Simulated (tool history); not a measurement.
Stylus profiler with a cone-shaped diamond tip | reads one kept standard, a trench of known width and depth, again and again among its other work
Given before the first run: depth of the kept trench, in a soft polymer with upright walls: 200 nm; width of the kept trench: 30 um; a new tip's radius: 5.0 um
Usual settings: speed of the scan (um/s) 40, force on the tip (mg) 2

run,hour,speed of the scan (um/s),force on the tip (mg),depth of the trench (angstrom),width of the trench's floor (um)
1,0,40,2,2015.2,27.02
2,24.7,40,2,2015.2,27.01
3,44.6,40,1.65,2013.8,27.03
4,73.5,116,2,2015.5,26.83
5,108,116,2,2015.6,26.81
6,133.6,40,5.13,2027.7,27.05
7,154.6,40,5.64,2029.5,27.01
8,188.2,40,1.52,2013.8,26.93
9,205.3,40,1.52,2013.8,26.89
10,219.4,37,2,2015.9,26.94
11,233.8,37,2,2015.6,26.9
12,254.2,40,0.96,2011,26.86
13,273,40,2,2016.2,26.92
14,307.4,40,1.76,2014.6,26.86
15,322.1,40,1.76,2015.3,26.89
16,340.8,40,1.76,2015.4,26.88
17,369.7,40,1.76,2015.3,26.84
18,393,40,1.76,2016.4,26.8
19,423.5,40,1.76,2015.8,26.84
20,455.8,40,0.73,2009.5,26.75
21,475.7,40,0.73,2010.7,26.78
22,496.1,40,2,2017.3,26.78
23,528,40,2,2017.7,26.8
24,561.4,28,0.82,2010.5,26.79
25,581.9,25,3.48,2024.5,26.86
26,606.3,15,0.86,2011.8,26.83
27,624.4,15,0.86,2012.4,26.77
28,655,15,0.86,2012.3,26.88
29,688.8,40,1.99,2018.8,26.78
30,715,29,1.68,2016.3,26.74
31,742.3,29,1.68,2017,26.76
32,767.4,29,1.4,2015.4,26.71
33,791.5,49,3.73,2026,26.71
34,826,24,2,2018.3,26.7
35,855,24,2,2019.4,26.66
36,869.3,47,2.25,2020.2,26.67
37,889.1,40,1.2,2015.7,26.65

Run 38 comes next. What will it give?
38,905.2,40,1.2,?,?

{"run 38": {"depth of the trench (angstrom)": 2015.8, "width of the trench's floor (um)": 26.66}}
Had the tool carried no hidden state, the very same run would have given depth of the trench (angstrom) 2010.3, width of the trench's floor (um) 27.09.
